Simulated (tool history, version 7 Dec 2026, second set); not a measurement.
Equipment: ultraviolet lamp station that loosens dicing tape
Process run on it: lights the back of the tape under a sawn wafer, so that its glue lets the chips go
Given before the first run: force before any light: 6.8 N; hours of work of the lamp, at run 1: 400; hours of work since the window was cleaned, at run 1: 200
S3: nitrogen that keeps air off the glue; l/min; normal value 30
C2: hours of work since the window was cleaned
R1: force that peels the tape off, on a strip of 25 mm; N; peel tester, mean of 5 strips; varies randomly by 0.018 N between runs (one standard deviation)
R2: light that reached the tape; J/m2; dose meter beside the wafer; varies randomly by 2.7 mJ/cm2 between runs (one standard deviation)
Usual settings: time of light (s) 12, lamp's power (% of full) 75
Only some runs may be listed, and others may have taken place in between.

run 1 hour=0.0 | time_of_light_(s)=12 lamp's_power_(%_of_full)=75 S3=30 | hours_of_work_of_the_lamp=400 C2=200 | R1=0.861 R2=3540
run 2 hour=12.5 | time_of_light_(s)=21 lamp's_power_(%_of_full)=75 S3=30 | hours_of_work_of_the_lamp=410 C2=210 | R1=0.286 R2=6240
run 3 hour=25.8 | time_of_light_(s)=21 lamp's_power_(%_of_full)=77 S3=30 | hours_of_work_of_the_lamp=421 C2=221 | R1=0.286 R2=6320
run 4 hour=32.5 | time_of_light_(s)=21 lamp's_power_(%_of_full)=77 S3=30 | hours_of_work_of_the_lamp=426 C2=226 | R1=0.293 R2=6350
run 5 hour=45.5 | time_of_light_(s)=21 lamp's_power_(%_of_full)=77 S3=30 | hours_of_work_of_the_lamp=436 C2=236 | R1=0.306 R2=6350
-- hour=48.7 window cleaned of glue's vapour
run 6 hour=58.3 | time_of_light_(s)=21 lamp's_power_(%_of_full)=77 S3=30 | hours_of_work_of_the_lamp=446 C2=8 | R1=0.297 R2=6350
run 7 hour=68.8 | time_of_light_(s)=12 lamp's_power_(%_of_full)=75 S3=30 | hours_of_work_of_the_lamp=454 C2=16 | R1=0.867 R2=3540
run 8 hour=80.7 | time_of_light_(s)=12 lamp's_power_(%_of_full)=75 S3=30 | hours_of_work_of_the_lamp=464 C2=25 | R1=0.875 R2=3510
run 9 hour=93.7 | time_of_light_(s)=12 lamp's_power_(%_of_full)=75 S3=30 | hours_of_work_of_the_lamp=474 C2=36 | R1=0.863 R2=3540
run 10 hour=100.9 | time_of_light_(s)=6 lamp's_power_(%_of_full)=81 S3=26 | hours_of_work_of_the_lamp=480 C2=41 | R1=2.287 R2=1900
run 11 hour=108.6 | time_of_light_(s)=18 lamp's_power_(%_of_full)=75 S3=11 | hours_of_work_of_the_lamp=486 C2=47 | R1=0.920 R2=5300
run 12 hour=121.8 | time_of_light_(s)=12 lamp's_power_(%_of_full)=75 S3=48 | hours_of_work_of_the_lamp=496 C2=58 | R1=0.619 R2=3570
run 13 hour=131.2 | time_of_light_(s)=12 lamp's_power_(%_of_full)=75 S3=48 | hours_of_work_of_the_lamp=504 C2=65 | R1=0.612 R2=3540

4 options for the next run, each taken on its own from the tool as it stands now. Forecast them:
run A hour=139.8 | time_of_light_(s)=7 lamp's_power_(%_of_full)=89 S3=29 | hours_of_work_of_the_lamp=511 C2=72 | R1=? R2=?
run B hour=139.8 | time_of_light_(s)=17 lamp's_power_(%_of_full)=86 S3=48 | hours_of_work_of_the_lamp=511 C2=72 | R1=? R2=?
run C hour=139.8 | time_of_light_(s)=14 lamp's_power_(%_of_full)=75 S3=38 | hours_of_work_of_the_lamp=511 C2=72 | R1=? R2=?
run D hour=139.8 | time_of_light_(s)=7 lamp's_power_(%_of_full)=75 S3=30 | hours_of_work_of_the_lamp=511 C2=72 | R1=? R2=?

run=A R1=1.554 R2=2450
run=B R1=0.268 R2=5750
run=C R1=0.541 R2=4170
run=D R1=1.849 R2=2080
With the hidden condition removed and each run's random variation left untouched, the same runs would have given:
run=A R1=1.550 R2=2450
run=B R1=0.267 R2=5760
run=C R1=0.539 R2=4180
run=D R1=1.845 R2=2080
